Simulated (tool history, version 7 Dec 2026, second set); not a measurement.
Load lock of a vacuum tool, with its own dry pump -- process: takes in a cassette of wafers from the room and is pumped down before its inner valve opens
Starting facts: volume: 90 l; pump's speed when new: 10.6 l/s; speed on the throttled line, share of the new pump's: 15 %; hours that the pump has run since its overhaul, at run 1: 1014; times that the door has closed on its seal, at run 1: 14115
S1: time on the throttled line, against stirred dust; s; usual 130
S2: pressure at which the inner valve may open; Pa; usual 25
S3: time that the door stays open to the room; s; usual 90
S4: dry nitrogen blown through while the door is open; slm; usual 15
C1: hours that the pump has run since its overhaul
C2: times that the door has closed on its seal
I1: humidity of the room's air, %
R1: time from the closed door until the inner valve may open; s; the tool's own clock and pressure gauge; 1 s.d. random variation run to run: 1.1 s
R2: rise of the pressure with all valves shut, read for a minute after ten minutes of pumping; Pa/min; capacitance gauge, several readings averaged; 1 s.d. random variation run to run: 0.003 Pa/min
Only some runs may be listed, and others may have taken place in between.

{"run": 1, "day": 0.0, "S1": 130, "S2": 25, "S3": 90, "S4": 15, "C1": 1014, "C2": 14115, "I1": 45.6, "R1": 183.3, "R2": 0.172}
{"run": 2, "day": 2.658, "S1": 130, "S2": 25, "S3": 90, "S4": 15, "C1": 1078, "C2": 14421, "I1": 43.6, "R1": 182.4, "R2": 0.181}
{"run": 3, "day": 5.746, "S1": 130, "S2": 25, "S3": 90, "S4": 15, "C1": 1152, "C2": 14775, "I1": 45.9, "R1": 181.9, "R2": 0.184}
{"run": 4, "day": 8.362, "S1": 130, "S2": 25, "S3": 90, "S4": 15, "C1": 1215, "C2": 15076, "I1": 45.4, "R1": 182.7, "R2": 0.187}
{"run": 5, "day": 11.462, "S1": 130, "S2": 25, "S3": 90, "S4": 15, "C1": 1289, "C2": 15432, "I1": 43.6, "R1": 182.2, "R2": 0.192}
{"run": 6, "day": 16.296, "S1": 130, "S2": 25, "S3": 90, "S4": 15, "C1": 1405, "C2": 15987, "I1": 48.5, "R1": 181.3, "R2": 0.208}
{"run": 7, "day": 20.812, "S1": 130, "S2": 25, "S3": 90, "S4": 15, "C1": 1514, "C2": 16506, "I1": 44.0, "R1": 180.1, "R2": 0.211}
{"run": 8, "day": 26.271, "S1": 130, "S2": 25, "S3": 90, "S4": 15, "C1": 1645, "C2": 17133, "I1": 44.8, "R1": 184.7, "R2": 0.219}
{"run": 9, "day": 32.146, "S1": 130, "S2": 25, "S3": 90, "S4": 15, "C1": 1786, "C2": 17808, "I1": 44.6, "R1": 181.4, "R2": 0.235}
{"run": 10, "day": 36.05, "S1": 130, "S2": 25, "S3": 90, "S4": 15, "C1": 1879, "C2": 18257, "I1": 42.9, "R1": 183.5, "R2": 0.244}
{"run": 11, "day": 40.892, "S1": 130, "S2": 36, "S3": 90, "S4": 15, "C1": 1996, "C2": 18813, "I1": 45.2, "R1": 179.1, "R2": 0.255}
{"run": 12, "day": 44.275, "S1": 84, "S2": 36, "S3": 90, "S4": 15, "C1": 2077, "C2": 19202, "I1": 45.7, "R1": 140.6, "R2": 0.262}
{"run": 13, "day": 47.821, "S1": 130, "S2": 25, "S3": 90, "S4": 8, "C1": 2162, "C2": 19609, "I1": 44.3, "R1": 183.5, "R2": 0.269}
{"run": 14, "day": 53.45, "S1": 130, "S2": 25, "S3": 90, "S4": 8, "C1": 2297, "C2": 20256, "I1": 46.0, "R1": 184.3, "R2": 0.288}
{"run": 15, "day": 55.883, "S1": 130, "S2": 25, "S3": 90, "S4": 9, "C1": 2355, "C2": 20535, "I1": 43.8, "R1": 182.0, "R2": 0.285}
{"run": 16, "day": 60.246, "S1": 130, "S2": 25, "S3": 90, "S4": 9, "C1": 2460, "C2": 21037, "I1": 43.4, "R1": 183.1, "R2": 0.298}
{"run": 17, "day": 62.758, "S1": 130, "S2": 25, "S3": 90, "S4": 10, "C1": 2520, "C2": 21325, "I1": 46.1, "R1": 183.0, "R2": 0.311}
{"run": 18, "day": 68.05, "S1": 130, "S2": 25, "S3": 90, "S4": 10, "C1": 2647, "C2": 21933, "I1": 42.6, "R1": 185.2, "R2": 0.32}
{"run": 19, "day": 70.617, "S1": 130, "S2": 25, "S3": 90, "S4": 10, "C1": 2709, "C2": 22228, "I1": 45.5, "R1": 182.8, "R2": 0.324}
{"run": 20, "day": 75.817, "S1": 130, "S2": 25, "S3": 90, "S4": 10, "C1": 2834, "C2": 22825, "I1": 42.0, "R1": 183.2, "R2": 0.336}
{"run": 21, "day": 79.671, "S1": 130, "S2": 25, "S3": 90, "S4": 24, "C1": 2926, "C2": 23268, "I1": 44.7, "R1": 183.9, "R2": 0.347}
{"run": 22, "day": 83.525, "S1": 130, "S2": 25, "S3": 90, "S4": 24, "C1": 3019, "C2": 23711, "I1": 45.3, "R1": 185.7, "R2": 0.349}
{"run": 23, "day": 88.117, "S1": 77, "S2": 25, "S3": 84, "S4": 15, "C1": 3129, "C2": 24238, "I1": 44.2, "R1": 139.6, "R2": 0.359}
{"run": 24, "day": 92.283, "S1": 77, "S2": 25, "S3": 84, "S4": 15, "C1": 3229, "C2": 24717, "I1": 43.5, "R1": 139.4, "R2": 0.38}
{"run": 25, "day": 95.871, "S1": 77, "S2": 26, "S3": 123, "S4": 13, "C1": 3315, "C2": 25129, "I1": 38.6, "R1": 138.4, "R2": 0.389}
{"run": 26, "day": 99.142, "S1": 77, "S2": 26, "S3": 123, "S4": 13, "C1": 3394, "C2": 25505, "I1": 44.0, "R1": 139.3, "R2": 0.394}
{"run": 27, "day": 103.688, "S1": 112, "S2": 26, "S3": 123, "S4": 23, "C1": 3503, "C2": 26027, "I1": 43.2, "R1": 169.6, "R2": 0.416}
{"run": 28, "day": 108.096, "S1": 112, "S2": 26, "S3": 123, "S4": 23, "C1": 3608, "C2": 26534, "I1": 44.8, "R1": 168.1, "R2": 0.422}
{"run": 29, "day": 112.254, "S1": 112, "S2": 26, "S3": 123, "S4": 23, "C1": 3708, "C2": 27011, "I1": 43.0, "R1": 169.8, "R2": 0.428}
{"run": 30, "day": 115.896, "S1": 72, "S2": 21, "S3": 90, "S4": 15, "C1": 3796, "C2": 27430, "I1": 39.8, "R1": 137.9, "R2": 0.437}
{"run": 31, "day": 120.454, "S1": 72, "S2": 28, "S3": 120, "S4": 15, "C1": 3905, "C2": 27953, "I1": 46.0, "R1": 136.2, "R2": 0.462}
{"run": 32, "day": 124.292, "S1": 72, "S2": 28, "S3": 120, "S4": 15, "C1": 3997, "C2": 28394, "I1": 42.0, "R1": 134.5, "R2": 0.48}
{"run": 33, "day": 129.417, "S1": 130, "S2": 30, "S3": 39, "S4": 15, "C1": 4120, "C2": 28983, "I1": 42.1, "R1": 183.6, "R2": 0.469}
{"run": 34, "day": 133.183, "S1": 130, "S2": 24, "S3": 90, "S4": 5, "C1": 4211, "C2": 29416, "I1": 50.0, "R1": 185.3, "R2": 0.513}
{"run": 35, "day": 139.004, "S1": 130, "S2": 24, "S3": 90, "S4": 5, "C1": 4350, "C2": 30085, "I1": 43.9, "R1": 187.1, "R2": 0.517}
{"run": 36, "day": 144.479, "S1": 130, "S2": 24, "S3": 90, "S4": 8, "C1": 4482, "C2": 30713, "I1": 48.0, "R1": 186.5, "R2": 0.543}
{"run": 37, "day": 147.938, "S1": 192, "S2": 35, "S3": 90, "S4": 8, "C1": 4565, "C2": 31111, "I1": 52.4, "R1": 233.2, "R2": 0.556}

Hidden state or all else? Some run-to-run changes of R1, split into what the settings, what came in and random variation would give without the hidden state, and what is left for the hidden state (with any gauge scatter that isn't in both results):
The hidden state here: pump's speed, % of a new pump's; leak at the door's seal, Pa l/s; drift of the gauge itself on ready_s, %; drift of the gauge itself on rise_pa_min, %.
Run 22 -> 23: S1 130 -> 77, S3 90 -> 84, S4 24 -> 15. R1 -46.1 s: hidden state +0.4, all else -46.5.
Run 29 -> 30: S1 112 -> 72, S2 26 -> 21, S3 123 -> 90, S4 23 -> 15. R1 -31.9 s: hidden state +0.8, all else -32.7.
Run 32 -> 33: S1 72 -> 130, S2 28 -> 30, S3 120 -> 39. R1 +49.1 s: hidden state -0.5, all else +49.6.
Run 36 -> 37: S1 130 -> 192, S2 24 -> 35. R1 +46.7 s: hidden state -0.9, all else +47.6.
